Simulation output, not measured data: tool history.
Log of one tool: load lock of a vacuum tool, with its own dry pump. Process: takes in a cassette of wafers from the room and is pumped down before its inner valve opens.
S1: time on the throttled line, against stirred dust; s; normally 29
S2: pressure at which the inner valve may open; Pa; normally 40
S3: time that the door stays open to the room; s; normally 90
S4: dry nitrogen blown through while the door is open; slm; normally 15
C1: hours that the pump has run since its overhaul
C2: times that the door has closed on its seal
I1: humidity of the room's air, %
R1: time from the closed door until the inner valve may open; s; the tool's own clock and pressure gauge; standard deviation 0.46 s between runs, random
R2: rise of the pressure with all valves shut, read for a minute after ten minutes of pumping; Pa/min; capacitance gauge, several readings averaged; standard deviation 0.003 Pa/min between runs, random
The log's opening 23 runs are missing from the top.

{"run": 24, "hour": 11895.5, "S1": 26, "S2": 40, "S3": 128, "S4": 15, "C1": 13514, "C2": 16882, "I1": 44.8, "R1": 58.2, "R2": 0.173}
{"run": 25, "hour": 12264.4, "S1": 29, "S2": 40, "S3": 90, "S4": 32, "C1": 13883, "C2": 18522, "I1": 42.2, "R1": 60.5, "R2": 0.165}
{"run": 26, "hour": 12789.7, "S1": 29, "S2": 40, "S3": 90, "S4": 32, "C1": 14408, "C2": 20857, "I1": 44.7, "R1": 60.3, "R2": 0.187}
{"run": 27, "hour": 13173.3, "S1": 29, "S2": 40, "S3": 90, "S4": 32, "C1": 14792, "C2": 22562, "I1": 46.2, "R1": 60.4, "R2": 0.212}
{"run": 28, "hour": 13902.0, "S1": 26, "S2": 73, "S3": 90, "S4": 32, "C1": 15520, "C2": 25800, "I1": 46.4, "R1": 55.9, "R2": 0.254}
{"run": 29, "hour": 14476.2, "S1": 29, "S2": 40, "S3": 50, "S4": 44, "C1": 16095, "C2": 28352, "I1": 41.7, "R1": 61.0, "R2": 0.285}
{"run": 30, "hour": 15153.2, "S1": 29, "S2": 40, "S3": 50, "S4": 44, "C1": 16772, "C2": 31361, "I1": 45.6, "R1": 61.3, "R2": 0.348}
{"run": 31, "hour": 15616.4, "S1": 29, "S2": 40, "S3": 34, "S4": 5, "C1": 17235, "C2": 33420, "I1": 42.6, "R1": 61.1, "R2": 0.378}
{"run": 32, "hour": 16180.8, "S1": 29, "S2": 40, "S3": 34, "S4": 5, "C1": 17799, "C2": 35928, "I1": 46.5, "R1": 61.8, "R2": 0.439}
{"run": 33, "hour": 16885.0, "S1": 29, "S2": 56, "S3": 34, "S4": 5, "C1": 18503, "C2": 39058, "I1": 42.8, "R1": 60.0, "R2": 0.483}
{"run": 34, "hour": 17283.1, "S1": 29, "S2": 41, "S3": 34, "S4": 12, "C1": 18901, "C2": 40827, "I1": 42.8, "R1": 62.2, "R2": 0.513}
{"hour": 17689.0, "done": "dry pump taken out, an overhauled one fitted"}
{"run": 35, "hour": 18032.4, "S1": 29, "S2": 41, "S3": 34, "S4": 12, "C1": 343, "C2": 44131, "I1": 45.2, "R1": 56.7, "R2": 0.578}
{"run": 36, "hour": 18777.5, "S1": 38, "S2": 41, "S3": 61, "S4": 12, "C1": 1089, "C2": 47443, "I1": 44.6, "R1": 63.4, "R2": 0.634}

What if the next run were any one of these 3? Each begins from the tool's condition after run 36:
{"hour": 18828.1, "done": "door's seal changed, seat wiped"}
{"run": "A", "hour": 19164.0, "S1": 49, "S2": 39, "S3": 90, "S4": 15, "C1": 1474, "C2": 1493, "I1": 45.2, "R1": "?", "R2": "?"}
{"hour": 18828.1, "done": "door's seal changed, seat wiped"}
{"run": "B", "hour": 19164.0, "S1": 38, "S2": 41, "S3": 68, "S4": 4, "C1": 1474, "C2": 1493, "I1": 43.3, "R1": "?", "R2": "?"}
{"hour": 18828.1, "done": "door's seal changed, seat wiped"}
{"run": "C", "hour": 19164.0, "S1": 29, "S2": 57, "S3": 30, "S4": 15, "C1": 1474, "C2": 1493, "I1": 44.6, "R1": "?", "R2": "?"}

run=A R1=73.2 R2=0.047
run=B R1=64.1 R2=0.056
run=C R1=54.9 R2=0.031
With no hidden state in the tool, these same runs would have given:
run=A R1=73.2 R2=0.042
run=B R1=64.0 R2=0.052
run=C R1=54.9 R2=0.026
